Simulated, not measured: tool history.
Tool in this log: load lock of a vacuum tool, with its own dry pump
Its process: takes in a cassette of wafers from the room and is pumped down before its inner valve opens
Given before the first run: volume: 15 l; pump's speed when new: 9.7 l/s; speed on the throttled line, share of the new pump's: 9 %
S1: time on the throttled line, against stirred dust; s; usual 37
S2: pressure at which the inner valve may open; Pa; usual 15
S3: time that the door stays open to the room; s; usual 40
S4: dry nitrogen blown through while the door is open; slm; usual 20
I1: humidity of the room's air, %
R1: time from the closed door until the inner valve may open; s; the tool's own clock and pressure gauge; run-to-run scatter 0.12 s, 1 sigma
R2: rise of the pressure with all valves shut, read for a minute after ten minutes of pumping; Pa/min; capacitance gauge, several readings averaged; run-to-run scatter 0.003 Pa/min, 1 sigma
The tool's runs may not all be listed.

run	hour	S1	S2	S3	S4	I1	R1	R2
1	0.0	37	15	40	20	43.2	47.2	0.274
2	43.7	37	15	40	20	41.8	47.2	0.281
3	134.8	37	15	40	20	45.5	47.3	0.284
4	198.8	37	15	40	20	42.8	47.4	0.289
5	239.6	37	15	40	20	45.0	47.4	0.294
6	330.1	37	15	40	20	43.5	47.7	0.305
7	394.2	37	15	40	20	48.3	47.2	0.311
8	478.4	37	15	65	20	44.1	47.4	0.320
9	541.6	37	15	40	44	40.3	47.3	0.306
10	581.6	37	15	40	31	49.1	47.6	0.317
11	634.9	37	15	40	36	44.0	47.4	0.311
12	714.7	37	15	40	20	46.3	47.5	0.333
13	783.7	37	12	40	20	46.7	47.6	0.341
14	826.6	37	12	40	20	47.3	47.8	0.347
15	898.3	37	12	40	20	44.6	47.7	0.346
16	989.5	37	12	40	20	44.4	48.0	0.358
17	1041.1	37	12	40	20	44.5	47.9	0.368
18	1089.4	37	12	40	26	40.3	47.8	0.359
19	1136.4	70	15	33	20	46.9	77.5	0.368
20	1226.9	37	28	116	20	47.4	46.5	0.407
21	1274.7	20	28	40	20	44.9	31.0	0.383
22	1355.4	20	28	40	20	45.3	30.9	0.398
23	1446.7	20	17	163	16	45.9	31.8	0.441
24	1490.4	20	17	163	16	46.2	31.9	0.424
25	1574.6	20	17	163	16	48.1	32.0	0.443
26	1662.4	43	12	130	36	44.4	53.6	0.424
27	1719.6	59	15	40	20	47.2	67.4	0.051
28	1773.8	20	21	118	34	43.0	31.7	0.048
29	1829.3	38	21	118	34	43.8	47.9	0.045
30	1890.9	39	20	44	15	47.7	48.8	0.057
31	1938.5	39	20	44	15	44.8	49.0	0.059
32	1985.5	39	20	44	15	44.9	49.1	0.057
33	2031.8	39	20	44	15	44.9	49.0	0.068
34	2076.1	37	15	61	23	46.5	47.6	0.055
35	2130.9	37	15	40	14	46.5	47.7	0.065

Put back what was entered between runs (1 entry, withheld): which listed runs does each sit between, and how does the hidden state differ from the listed run before to the listed run after?
Between runs 26 and 27: door's seal changed, seat wiped (hour 1704.6)
  pump's speed, % of a new pump's: 98.8 -> 98.7; leak at the door's seal, Pa l/s: 0.0977 -> 0.0026
  measured minus no-state result, R2: +0.383 -> +0.002 Pa/min
